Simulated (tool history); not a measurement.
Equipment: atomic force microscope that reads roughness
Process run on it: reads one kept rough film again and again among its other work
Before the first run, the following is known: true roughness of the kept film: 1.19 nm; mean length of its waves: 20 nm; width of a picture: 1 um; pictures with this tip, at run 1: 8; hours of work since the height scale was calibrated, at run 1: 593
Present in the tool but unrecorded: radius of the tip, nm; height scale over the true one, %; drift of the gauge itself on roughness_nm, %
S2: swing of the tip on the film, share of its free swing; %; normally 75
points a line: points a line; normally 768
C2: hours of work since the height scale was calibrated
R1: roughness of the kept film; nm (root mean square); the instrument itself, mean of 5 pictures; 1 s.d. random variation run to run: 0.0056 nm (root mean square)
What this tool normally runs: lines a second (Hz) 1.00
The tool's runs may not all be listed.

{"run": 1, "hour": 0.0, "lines a second (Hz)": 1.0, "S2": 75, "points a line": 768, "pictures with this tip": 8, "C2": 593, "R1": 0.951}
{"run": 2, "hour": 31.6, "lines a second (Hz)": 1.0, "S2": 75, "points a line": 768, "pictures with this tip": 38, "C2": 611, "R1": 0.87}
{"run": 3, "hour": 58.3, "lines a second (Hz)": 1.0, "S2": 82, "points a line": 768, "pictures with this tip": 63, "C2": 626, "R1": 0.797}
{"run": 4, "hour": 107.6, "lines a second (Hz)": 1.0, "S2": 82, "points a line": 768, "pictures with this tip": 109, "C2": 654, "R1": 0.715}
{"hour": 111.5, "done": "new tip fitted"}
{"run": 5, "hour": 148.8, "lines a second (Hz)": 1.0, "S2": 82, "points a line": 768, "pictures with this tip": 35, "C2": 676, "R1": 0.847}
{"run": 6, "hour": 199.1, "lines a second (Hz)": 1.0, "S2": 82, "points a line": 768, "pictures with this tip": 82, "C2": 705, "R1": 0.771}
{"run": 7, "hour": 227.9, "lines a second (Hz)": 1.0, "S2": 86, "points a line": 768, "pictures with this tip": 109, "C2": 721, "R1": 0.715}
{"hour": 232.3, "done": "new tip fitted"}
{"run": 8, "hour": 279.1, "lines a second (Hz)": 1.0, "S2": 86, "points a line": 768, "pictures with this tip": 44, "C2": 749, "R1": 0.826}
{"run": 9, "hour": 331.5, "lines a second (Hz)": 1.0, "S2": 86, "points a line": 768, "pictures with this tip": 93, "C2": 778, "R1": 0.729}
{"hour": 352.0, "done": "new tip fitted"}
{"run": 10, "hour": 361.3, "lines a second (Hz)": 1.0, "S2": 86, "points a line": 768, "pictures with this tip": 8, "C2": 795, "R1": 0.898}
{"run": 11, "hour": 394.3, "lines a second (Hz)": 1.0, "S2": 86, "points a line": 768, "pictures with this tip": 39, "C2": 813, "R1": 0.835}
{"run": 12, "hour": 445.1, "lines a second (Hz)": 1.0, "S2": 86, "points a line": 768, "pictures with this tip": 86, "C2": 842, "R1": 0.751}
{"hour": 470.7, "done": "new tip fitted"}
{"run": 13, "hour": 507.2, "lines a second (Hz)": 1.0, "S2": 86, "points a line": 768, "pictures with this tip": 34, "C2": 876, "R1": 0.825}
{"run": 14, "hour": 561.0, "lines a second (Hz)": 1.0, "S2": 86, "points a line": 768, "pictures with this tip": 84, "C2": 906, "R1": 0.737}
{"hour": 589.9, "done": "new tip fitted"}
{"run": 15, "hour": 623.0, "lines a second (Hz)": 1.0, "S2": 75, "points a line": 768, "pictures with this tip": 31, "C2": 941, "R1": 0.884}
{"run": 16, "hour": 668.5, "lines a second (Hz)": 2.31, "S2": 75, "points a line": 768, "pictures with this tip": 73, "C2": 966, "R1": 0.745}
{"run": 17, "hour": 705.2, "lines a second (Hz)": 2.31, "S2": 75, "points a line": 768, "pictures with this tip": 107, "C2": 987, "R1": 0.679}
{"hour": 708.6, "done": "new tip fitted"}
{"run": 18, "hour": 753.0, "lines a second (Hz)": 2.31, "S2": 75, "points a line": 768, "pictures with this tip": 42, "C2": 1013, "R1": 0.782}
{"run": 19, "hour": 778.7, "lines a second (Hz)": 2.31, "S2": 75, "points a line": 768, "pictures with this tip": 65, "C2": 1027, "R1": 0.741}
{"hour": 827.8, "done": "new tip fitted"}
{"run": 20, "hour": 829.2, "lines a second (Hz)": 1.0, "S2": 73, "points a line": 768, "pictures with this tip": 1, "C2": 1055, "R1": 0.972}
{"run": 21, "hour": 868.0, "lines a second (Hz)": 1.0, "S2": 73, "points a line": 768, "pictures with this tip": 37, "C2": 1077, "R1": 0.885}
{"run": 22, "hour": 914.0, "lines a second (Hz)": 1.0, "S2": 75, "points a line": 677, "pictures with this tip": 80, "C2": 1103, "R1": 0.779}
{"hour": 948.2, "done": "new tip fitted"}
{"run": 23, "hour": 973.2, "lines a second (Hz)": 1.0, "S2": 75, "points a line": 677, "pictures with this tip": 23, "C2": 1136, "R1": 0.905}
{"run": 24, "hour": 1014.0, "lines a second (Hz)": 1.0, "S2": 75, "points a line": 677, "pictures with this tip": 61, "C2": 1159, "R1": 0.816}
{"run": 25, "hour": 1058.4, "lines a second (Hz)": 1.0, "S2": 75, "points a line": 768, "pictures with this tip": 103, "C2": 1183, "R1": 0.759}
{"hour": 1067.9, "done": "new tip fitted"}
{"run": 26, "hour": 1099.0, "lines a second (Hz)": 1.0, "S2": 75, "points a line": 972, "pictures with this tip": 29, "C2": 1206, "R1": 0.898}
{"hour": 1104.3, "done": "height scale calibrated on a step standard"}
{"run": 27, "hour": 1161.3, "lines a second (Hz)": 1.0, "S2": 75, "points a line": 972, "pictures with this tip": 86, "C2": 32, "R1": 0.769}
{"hour": 1189.9, "done": "new tip fitted"}
{"run": 28, "hour": 1222.6, "lines a second (Hz)": 1.0, "S2": 55, "points a line": 768, "pictures with this tip": 30, "C2": 66, "R1": 0.954}
{"run": 29, "hour": 1248.9, "lines a second (Hz)": 1.65, "S2": 55, "points a line": 519, "pictures with this tip": 55, "C2": 81, "R1": 0.89}
{"hour": 1263.2, "done": "height scale calibrated on a step standard, once more"}
{"run": 30, "hour": 1295.2, "lines a second (Hz)": 1.65, "S2": 55, "points a line": 519, "pictures with this tip": 97, "C2": 18, "R1": 0.803}
{"hour": 1309.9, "done": "new tip fitted"}
{"run": 31, "hour": 1352.8, "lines a second (Hz)": 1.65, "S2": 67, "points a line": 979, "pictures with this tip": 40, "C2": 50, "R1": 0.874}
{"run": 32, "hour": 1391.9, "lines a second (Hz)": 2.21, "S2": 61, "points a line": 979, "pictures with this tip": 77, "C2": 72, "R1": 0.796}
{"hour": 1429.6, "done": "new tip fitted"}
{"run": 33, "hour": 1449.5, "lines a second (Hz)": 1.98, "S2": 61, "points a line": 768, "pictures with this tip": 18, "C2": 104, "R1": 0.922}
{"run": 34, "hour": 1495.6, "lines a second (Hz)": 2.88, "S2": 85, "points a line": 371, "pictures with this tip": 61, "C2": 129, "R1": 0.624}
{"hour": 1549.0, "done": "new tip fitted"}
{"run": 35, "hour": 1552.5, "lines a second (Hz)": 1.0, "S2": 57, "points a line": 735, "pictures with this tip": 3, "C2": 161, "R1": 1.028}
{"run": 36, "hour": 1607.6, "lines a second (Hz)": 1.0, "S2": 74, "points a line": 989, "pictures with this tip": 54, "C2": 192, "R1": 0.859}
{"run": 37, "hour": 1665.9, "lines a second (Hz)": 3.26, "S2": 77, "points a line": 314, "pictures with this tip": 109, "C2": 224, "R1": 0.603}
{"hour": 1671.5, "done": "new tip fitted"}
{"run": 38, "hour": 1702.5, "lines a second (Hz)": 3.26, "S2": 77, "points a line": 314, "pictures with this tip": 28, "C2": 245, "R1": 0.731}
{"run": 39, "hour": 1764.8, "lines a second (Hz)": 1.69, "S2": 70, "points a line": 790, "pictures with this tip": 87, "C2": 280, "R1": 0.752}
{"hour": 1790.5, "done": "new tip fitted"}
{"run": 40, "hour": 1794.8, "lines a second (Hz)": 1.07, "S2": 67, "points a line": 768, "pictures with this tip": 4, "C2": 296, "R1": 0.987}
{"run": 41, "hour": 1838.0, "lines a second (Hz)": 1.07, "S2": 67, "points a line": 768, "pictures with this tip": 45, "C2": 320, "R1": 0.88}
{"run": 42, "hour": 1900.1, "lines a second (Hz)": 1.07, "S2": 67, "points a line": 768, "pictures with this tip": 103, "C2": 355, "R1": 0.765}
{"hour": 1909.2, "done": "new tip fitted"}
{"run": 43, "hour": 1946.6, "lines a second (Hz)": 0.56, "S2": 87, "points a line": 768, "pictures with this tip": 35, "C2": 381, "R1": 0.892}
{"run": 44, "hour": 2000.4, "lines a second (Hz)": 1.34, "S2": 75, "points a line": 518, "pictures with this tip": 85, "C2": 411, "R1": 0.768}
{"hour": 2029.9, "done": "new tip fitted"}
{"run": 45, "hour": 2040.5, "lines a second (Hz)": 1.4, "S2": 76, "points a line": 768, "pictures with this tip": 10, "C2": 433, "R1": 0.905}
{"run": 46, "hour": 2078.5, "lines a second (Hz)": 0.6, "S2": 57, "points a line": 775, "pictures with this tip": 45, "C2": 454, "R1": 0.924}
{"run": 47, "hour": 2131.0, "lines a second (Hz)": 1.0, "S2": 56, "points a line": 341, "pictures with this tip": 94, "C2": 484, "R1": 0.788}
{"hour": 2152.4, "done": "new tip fitted"}
{"run": 48, "hour": 2175.0, "lines a second (Hz)": 1.07, "S2": 68, "points a line": 335, "pictures with this tip": 21, "C2": 508, "R1": 0.918}
{"run": 49, "hour": 2206.2, "lines a second (Hz)": 1.07, "S2": 68, "points a line": 351, "pictures with this tip": 50, "C2": 525, "R1": 0.866}
{"run": 50, "hour": 2240.8, "lines a second (Hz)": 1.07, "S2": 68, "points a line": 351, "pictures with this tip": 82, "C2": 545, "R1": 0.788}
{"hour": 2270.6, "done": "new tip fitted"}
{"run": 51, "hour": 2273.5, "lines a second (Hz)": 1.32, "S2": 70, "points a line": 768, "pictures with this tip": 2, "C2": 563, "R1": 0.967}

Take each entry between the runs: how does the hidden state at the last listed run before it differ from the hidden state at the first listed run after it?
Between runs 4 and 5: new tip fitted (hour 111.5)
  radius of the tip, nm: 39.7 -> 20; height scale over the true one, %: -0.45 -> -0.46
  what was measured, less what the result would be without the hidden state, R1: -0.228 -> -0.094 nm (root mean square)
Between runs 7 and 8: new tip fitted (hour 232.3)
  radius of the tip, nm: 38.6 -> 21.9; height scale over the true one, %: -0.48 -> -0.49
  what was measured, less what the result would be without the hidden state, R1: -0.216 -> -0.107 nm (root mean square)
Between runs 9 and 10: new tip fitted (hour 352.0)
  radius of the tip, nm: 34.6 -> 12.1; height scale over the true one, %: -0.5 -> -0.51
  what was measured, less what the result would be without the hidden state, R1: -0.194 -> -0.024 nm (root mean square)
Between runs 12 and 13: new tip fitted (hour 470.7)
  radius of the tip, nm: 31.6 -> 20.6; height scale over the true one, %: -0.54 -> -0.55
  what was measured, less what the result would be without the hidden state, R1: -0.176 -> -0.097 nm (root mean square)
Between runs 14 and 15: new tip fitted (hour 589.9)
  radius of the tip, nm: 33.4 -> 18.6; height scale over the true one, %: -0.57 -> -0.58
  what was measured, less what the result would be without the hidden state, R1: -0.186 -> -0.086 nm (root mean square)
Between runs 17 and 18: new tip fitted (hour 708.6)
  radius of the tip, nm: 37.3 -> 22; height scale over the true one, %: -0.6 -> -0.62
  what was measured, less what the result would be without the hidden state, R1: -0.201 -> -0.104 nm (root mean square)
Between runs 19 and 20: new tip fitted (hour 827.8)
  radius of the tip, nm: 27.8 -> 10.7; height scale over the true one, %: -0.62 -> -0.64
  what was measured, less what the result would be without the hidden state, R1: -0.144 -> -0.013 nm (root mean square)
Between runs 22 and 23: new tip fitted (hour 948.2)
  radius of the tip, nm: 32.1 -> 17.5; height scale over the true one, %: -0.66 -> -0.67
  what was measured, less what the result would be without the hidden state, R1: -0.190 -> -0.077 nm (root mean square)
Between runs 25 and 26: new tip fitted (hour 1067.9)
  radius of the tip, nm: 37.7 -> 18.1; height scale over the true one, %: -0.7 -> -0.71
  what was measured, less what the result would be without the hidden state, R1: -0.228 -> -0.083 nm (root mean square)
Between runs 26 and 27: height scale calibrated on a step standard (hour 1104.3)
  radius of the tip, nm: 18.1 -> 34.2; height scale over the true one, %: -0.71 -> -0.91
  what was measured, less what the result would be without the hidden state, R1: -0.083 -> -0.206 nm (root mean square)
Between runs 27 and 28: new tip fitted (hour 1189.9)
  radius of the tip, nm: 34.2 -> 17.5; height scale over the true one, %: -0.91 -> -0.93
  what was measured, less what the result would be without the hidden state, R1: -0.206 -> -0.086 nm (root mean square)
Between runs 29 and 30: height scale calibrated on a step standard, once more (hour 1263.2)
  radius of the tip, nm: 23.6 -> 34.4; height scale over the true one, %: -0.93 -> -0.02
  what was measured, less what the result would be without the hidden state, R1: -0.136 -> -0.207 nm (root mean square)
Between runs 30 and 31: new tip fitted (hour 1309.9)
  radius of the tip, nm: 34.4 -> 20.8; height scale over the true one, %: -0.02 -> -0.04
  what was measured, less what the result would be without the hidden state, R1: -0.207 -> -0.099 nm (root mean square)
Between runs 32 and 33: new tip fitted (hour 1429.6)
  radius of the tip, nm: 31.5 -> 16.2; height scale over the true one, %: -0.05 -> -0.06
  what was measured, less what the result would be without the hidden state, R1: -0.182 -> -0.061 nm (root mean square)
Between runs 34 and 35: new tip fitted (hour 1549.0)
  radius of the tip, nm: 26.8 -> 11.4; height scale over the true one, %: -0.08 -> -0.09
  what was measured, less what the result would be without the hidden state, R1: -0.112 -> -0.016 nm (root mean square)
Between runs 37 and 38: new tip fitted (hour 1671.5)
  radius of the tip, nm: 38.7 -> 18; height scale over the true one, %: -0.12 -> -0.13
  what was measured, less what the result would be without the hidden state, R1: -0.183 -> -0.063 nm (root mean square)
Between runs 39 and 40: new tip fitted (hour 1790.5)
  radius of the tip, nm: 34.8 -> 11.6; height scale over the true one, %: -0.15 -> -0.16
  what was measured, less what the result would be without the hidden state, R1: -0.198 -> -0.018 nm (root mean square)
Between runs 42 and 43: new tip fitted (hour 1909.2)
  radius of the tip, nm: 38.4 -> 19.1; height scale over the true one, %: -0.18 -> -0.2
  what was measured, less what the result would be without the hidden state, R1: -0.231 -> -0.086 nm (root mean square)
Between runs 44 and 45: new tip fitted (hour 2029.9)
  radius of the tip, nm: 32 -> 13.2; height scale over the true one, %: -0.21 -> -0.22
  what was measured, less what the result would be without the hidden state, R1: -0.180 -> -0.033 nm (root mean square)
Between runs 47 and 48: new tip fitted (hour 2152.4)
  radius of the tip, nm: 36.4 -> 16.1; height scale over the true one, %: -0.24 -> -0.26
  what was measured, less what the result would be without the hidden state, R1: -0.221 -> -0.062 nm (root mean square)
Between runs 50 and 51: new tip fitted (hour 2270.6)
  radius of the tip, nm: 32.7 -> 10.8; height scale over the true one, %: -0.27 -> -0.28
  what was measured, less what the result would be without the hidden state, R1: -0.191 -> -0.011 nm (root mean square)
